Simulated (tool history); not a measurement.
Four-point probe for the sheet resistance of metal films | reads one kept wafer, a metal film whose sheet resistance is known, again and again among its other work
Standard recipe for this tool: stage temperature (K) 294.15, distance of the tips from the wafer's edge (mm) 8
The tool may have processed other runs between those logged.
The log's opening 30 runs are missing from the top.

run	day	stage temperature (K)	distance of the tips from the wafer's edge (mm)	sheet resistance as the instrument gives it (ohm/square)
31	41.888	299.15	6	0.069772
32	43.467	292.15	11	0.069174
33	45.208	292.15	11	0.069174
34	46.825	298.15	11	0.069044
35	48.417	302.15	11	0.069006
36	50.062	299.15	8	0.069328
37	51.729	303.15	25	0.068743
38	53.058	303.15	25	0.068743
39	54.717	303.15	31	0.068725
40	55.612	298.15	8	0.069302
41	57.538	305.15	3	0.07249
42	58.683	305.15	3	0.072465
43	60.6	301.15	28	0.068718
44	62.379	304.15	64	0.068624

Below are 4 alternative next runs, each starting from the tool's condition after run 44. Predict each:
A	64.312	307.15	22	?
B	64.312	300.15	7	?
C	64.312	291.15	3	?
D	64.312	294.15	47	?

run	sheet resistance as the instrument gives it (ohm/square)
A	0.068646
B	0.06941
C	0.072673
D	0.068754
Without the tool's hidden state the same runs would have given:
run	sheet resistance as the instrument gives it (ohm/square)
A	0.068713
B	0.069476
C	0.072741
D	0.068819

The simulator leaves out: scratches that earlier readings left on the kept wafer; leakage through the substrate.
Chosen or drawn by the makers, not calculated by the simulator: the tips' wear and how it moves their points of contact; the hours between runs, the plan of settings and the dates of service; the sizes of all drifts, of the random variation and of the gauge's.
